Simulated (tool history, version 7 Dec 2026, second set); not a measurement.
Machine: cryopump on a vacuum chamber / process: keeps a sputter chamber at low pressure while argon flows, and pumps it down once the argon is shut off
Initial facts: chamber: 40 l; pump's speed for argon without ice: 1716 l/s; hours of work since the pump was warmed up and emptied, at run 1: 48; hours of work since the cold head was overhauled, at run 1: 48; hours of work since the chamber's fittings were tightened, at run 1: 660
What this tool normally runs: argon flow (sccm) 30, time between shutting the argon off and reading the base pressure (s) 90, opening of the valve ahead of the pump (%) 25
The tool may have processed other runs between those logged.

run   hour  argon flow (sccm)  time between shutting the argon off and reading the base pressure (s)  opening of the valve ahead of the pump (%)  hours of work since the pump was warmed up and emptied  hours of work since the cold head was overhauled  hours of work since the chamber's fittings were tightened  pressure while argon flows (Pa)  pressure after the wait (uPa)
  1    0.0                 30                                                                     90                                          25                                                      48                                                48                                                        660                           0.1195                           0.85
  2   16.1                 30                                                                     90                                          25                                                      61                                                61                                                        673                           0.1187                           0.82
  3   36.8                 30                                                                     90                                          25                                                      77                                                77                                                        689                           0.1191                           0.81
  4   57.3                 30                                                                     90                                          18                                                      94                                                94                                                        706                           0.1646                           0.88
  5   89.7                 15                                                                     90                                          25                                                     119                                               119                                                        731                           0.0599                           0.93
  6  120.9                 15                                                                     90                                          25                                                     144                                               144                                                        756                           0.0600                           0.85
  7  154.2                 15                                                                     90                                          25                                                     170                                               170                                                        782                           0.0593                           0.90
  8  175.3                 30                                                                     90                                          25                                                     187                                               187                                                        799                           0.1198                           0.94
  9  193.4                 30                                                                     90                                          25                                                     201                                               201                                                        813                           0.1198                           0.90
 10  229.3                 30                                                                     90                                          25                                                     229                                               229                                                        841                           0.1217                           0.99
 11  262.6                 49                                                                     90                                          25                                                     256                                               256                                                        868                           0.1983                           0.93
 12  291.5                 49                                                                    159                                          25                                                     278                                               278                                                        890                           0.1970                           0.85
 13  326.1                 30                                                                     44                                          25                                                     306                                               306                                                        918                           0.1211                           1.35
 14  355.0                 30                                                                     44                                          25                                                     329                                               329                                                        941                           0.1222                           1.35
 15  386.3                 30                                                                     44                                          25                                                     353                                               353                                                        965                           0.1229                           1.40
 16  416.7                 30                                                                     44                                          32                                                     377                                               377                                                        989                           0.0974                           1.38

The next listed run, before its measurement:
 17  440.3                 30                                                                     44                                          32                                                     396                                               396                                                       1008                                ?                              ?

Run 17 gave pressure while argon flows (Pa) 0.0975, pressure after the wait (uPa) 1.37.
If the tool had no hidden condition, the same run with the same run-to-run variation would have returned pressure while argon flows (Pa) 0.0926, pressure after the wait (uPa) 0.77.
